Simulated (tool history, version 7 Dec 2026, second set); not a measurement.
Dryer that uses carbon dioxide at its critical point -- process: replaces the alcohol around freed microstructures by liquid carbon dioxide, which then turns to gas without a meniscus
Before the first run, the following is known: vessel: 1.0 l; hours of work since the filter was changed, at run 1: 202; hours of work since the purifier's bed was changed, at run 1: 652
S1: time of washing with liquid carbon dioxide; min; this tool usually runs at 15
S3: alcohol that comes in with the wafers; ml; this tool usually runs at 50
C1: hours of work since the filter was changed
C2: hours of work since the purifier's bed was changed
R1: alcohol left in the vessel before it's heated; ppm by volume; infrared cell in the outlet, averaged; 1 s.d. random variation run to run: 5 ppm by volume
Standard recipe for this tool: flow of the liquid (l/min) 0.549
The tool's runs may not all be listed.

run 1 hour=0.0 | S1=15 flow_of_the_liquid_(l/min)=0.549 S3=50 | C1=202 C2=652 | R1=102
run 2 hour=31.4 | S1=15 flow_of_the_liquid_(l/min)=0.549 S3=50 | C1=222 C2=672 | R1=105
run 3 hour=46.9 | S1=15 flow_of_the_liquid_(l/min)=0.733 S3=50 | C1=232 C2=682 | R1=75
run 4 hour=72.9 | S1=15 flow_of_the_liquid_(l/min)=0.733 S3=50 | C1=249 C2=698 | R1=78
run 5 hour=101.4 | S1=15 flow_of_the_liquid_(l/min)=0.549 S3=50 | C1=267 C2=716 | R1=109
run 6 hour=116.7 | S1=15 flow_of_the_liquid_(l/min)=0.549 S3=50 | C1=276 C2=726 | R1=121
run 7 hour=142.7 | S1=15 flow_of_the_liquid_(l/min)=0.549 S3=50 | C1=293 C2=742 | R1=128
run 8 hour=159.7 | S1=15 flow_of_the_liquid_(l/min)=0.549 S3=50 | C1=304 C2=753 | R1=118
run 9 hour=180.7 | S1=15 flow_of_the_liquid_(l/min)=0.549 S3=50 | C1=317 C2=766 | R1=116
run 10 hour=211.1 | S1=15 flow_of_the_liquid_(l/min)=0.549 S3=42 | C1=336 C2=786 | R1=113
run 11 hour=234.5 | S1=15 flow_of_the_liquid_(l/min)=0.640 S3=50 | C1=351 C2=800 | R1=101
run 12 hour=251.6 | S1=15 flow_of_the_liquid_(l/min)=0.640 S3=50 | C1=362 C2=811 | R1=99
run 13 hour=271.7 | S1=15 flow_of_the_liquid_(l/min)=0.640 S3=50 | C1=374 C2=824 | R1=106
-- hour=306.1 inlet filter changed
run 14 hour=306.1 | S1=15 flow_of_the_liquid_(l/min)=0.640 S3=50 | C1=0 C2=845 | R1=100
run 15 hour=326.7 | S1=15 flow_of_the_liquid_(l/min)=0.640 S3=50 | C1=13 C2=858 | R1=105
run 16 hour=359.2 | S1=15 flow_of_the_liquid_(l/min)=0.640 S3=50 | C1=34 C2=879 | R1=110
run 17 hour=388.9 | S1=15 flow_of_the_liquid_(l/min)=0.640 S3=50 | C1=52 C2=897 | R1=112
run 18 hour=417.0 | S1=15 flow_of_the_liquid_(l/min)=0.506 S3=50 | C1=70 C2=915 | R1=145
run 19 hour=444.4 | S1=22 flow_of_the_liquid_(l/min)=0.506 S3=50 | C1=88 C2=933 | R1=109
run 20 hour=478.5 | S1=15 flow_of_the_liquid_(l/min)=0.549 S3=50 | C1=109 C2=954 | R1=130
run 21 hour=503.5 | S1=15 flow_of_the_liquid_(l/min)=0.549 S3=50 | C1=125 C2=970 | R1=134
run 22 hour=540.5 | S1=15 flow_of_the_liquid_(l/min)=0.549 S3=50 | C1=148 C2=993 | R1=154
run 23 hour=571.8 | S1=15 flow_of_the_liquid_(l/min)=0.549 S3=50 | C1=168 C2=1013 | R1=143
run 24 hour=597.4 | S1=15 flow_of_the_liquid_(l/min)=0.549 S3=50 | C1=184 C2=1029 | R1=147
run 25 hour=619.9 | S1=13 flow_of_the_liquid_(l/min)=0.707 S3=54 | C1=199 C2=1044 | R1=132
run 26 hour=653.4 | S1=12 flow_of_the_liquid_(l/min)=0.707 S3=51 | C1=220 C2=1065 | R1=136
run 27 hour=688.1 | S1=13 flow_of_the_liquid_(l/min)=0.930 S3=63 | C1=242 C2=1087 | R1=139
run 28 hour=712.2 | S1=12 flow_of_the_liquid_(l/min)=0.337 S3=33 | C1=257 C2=1102 | R1=1124
run 29 hour=728.4 | S1=16 flow_of_the_liquid_(l/min)=0.337 S3=23 | C1=267 C2=1112 | R1=348
run 30 hour=758.6 | S1=16 flow_of_the_liquid_(l/min)=0.337 S3=23 | C1=286 C2=1131 | R1=364
-- hour=781.9 purifier's bed changed
run 31 hour=783.5 | S1=16 flow_of_the_liquid_(l/min)=0.337 S3=23 | C1=300 C2=1 | R1=238
run 32 hour=799.3 | S1=16 flow_of_the_liquid_(l/min)=0.337 S3=23 | C1=310 C2=11 | R1=249
run 33 hour=833.7 | S1=17 flow_of_the_liquid_(l/min)=0.572 S3=85 | C1=332 C2=33 | R1=31
run 34 hour=867.0 | S1=17 flow_of_the_liquid_(l/min)=0.572 S3=85 | C1=353 C2=54 | R1=23
run 35 hour=890.5 | S1=17 flow_of_the_liquid_(l/min)=0.572 S3=85 | C1=368 C2=69 | R1=37
run 36 hour=912.2 | S1=13 flow_of_the_liquid_(l/min)=0.921 S3=85 | C1=382 C2=82 | R1=16
-- hour=935.1 inlet filter changed
run 37 hour=935.1 | S1=17 flow_of_the_liquid_(l/min)=0.549 S3=23 | C1=0 C2=96 | R1=11
run 38 hour=961.2 | S1=15 flow_of_the_liquid_(l/min)=0.549 S3=46 | C1=17 C2=113 | R1=35
run 39 hour=978.6 | S1=15 flow_of_the_liquid_(l/min)=0.549 S3=46 | C1=27 C2=124 | R1=33
run 40 hour=1009.7 | S1=11 flow_of_the_liquid_(l/min)=0.838 S3=50 | C1=47 C2=144 | R1=22
run 41 hour=1024.8 | S1=18 flow_of_the_liquid_(l/min)=0.330 S3=50 | C1=57 C2=153 | R1=237
run 42 hour=1043.2 | S1=11 flow_of_the_liquid_(l/min)=0.549 S3=50 | C1=68 C2=165 | R1=196
run 43 hour=1062.9 | S1=13 flow_of_the_liquid_(l/min)=0.549 S3=25 | C1=81 C2=177 | R1=57
run 44 hour=1094.7 | S1=11 flow_of_the_liquid_(l/min)=0.549 S3=112 | C1=101 C2=197 | R1=442
run 45 hour=1126.9 | S1=11 flow_of_the_liquid_(l/min)=0.549 S3=112 | C1=121 C2=218 | R1=450
run 46 hour=1160.4 | S1=11 flow_of_the_liquid_(l/min)=0.549 S3=112 | C1=143 C2=239 | R1=461
run 47 hour=1197.4 | S1=21 flow_of_the_liquid_(l/min)=0.549 S3=22 | C1=166 C2=262 | R1=37

Per-run results on a tool with no hidden state, each run keeping its own random variation:
What the log doesn't record here: flow that reaches the vessel past the clogged filter, %; alcohol in the recycled carbon dioxide, ppm; drift of the gauge itself on alcohol_ppm, %.
run=1 R1=20
run=2 R1=20
run=3 R1=0
run=4 R1=1
run=5 R1=13
run=6 R1=26
run=7 R1=27
run=8 R1=18
run=9 R1=12
run=10 R1=7
run=11 R1=9
run=12 R1=5
run=13 R1=6
run=14 R1=6
run=15 R1=11
run=16 R1=12
run=17 R1=12
run=18 R1=39
run=19 R1=7
run=20 R1=20
run=21 R1=21
run=22 R1=36
run=23 R1=22
run=24 R1=24
run=25 R1=13
run=26 R1=12
run=27 R1=17
run=28 R1=756
run=29 R1=151
run=30 R1=159
run=31 R1=151
run=32 R1=156
run=33 R1=17
run=34 R1=5
run=35 R1=17
run=36 R1=5
run=37 R1=0
run=38 R1=20
run=39 R1=18
run=40 R1=5
run=41 R1=191
run=42 R1=151
run=43 R1=31
run=44 R1=339
run=45 R1=332
run=46 R1=327
run=47 R1=8

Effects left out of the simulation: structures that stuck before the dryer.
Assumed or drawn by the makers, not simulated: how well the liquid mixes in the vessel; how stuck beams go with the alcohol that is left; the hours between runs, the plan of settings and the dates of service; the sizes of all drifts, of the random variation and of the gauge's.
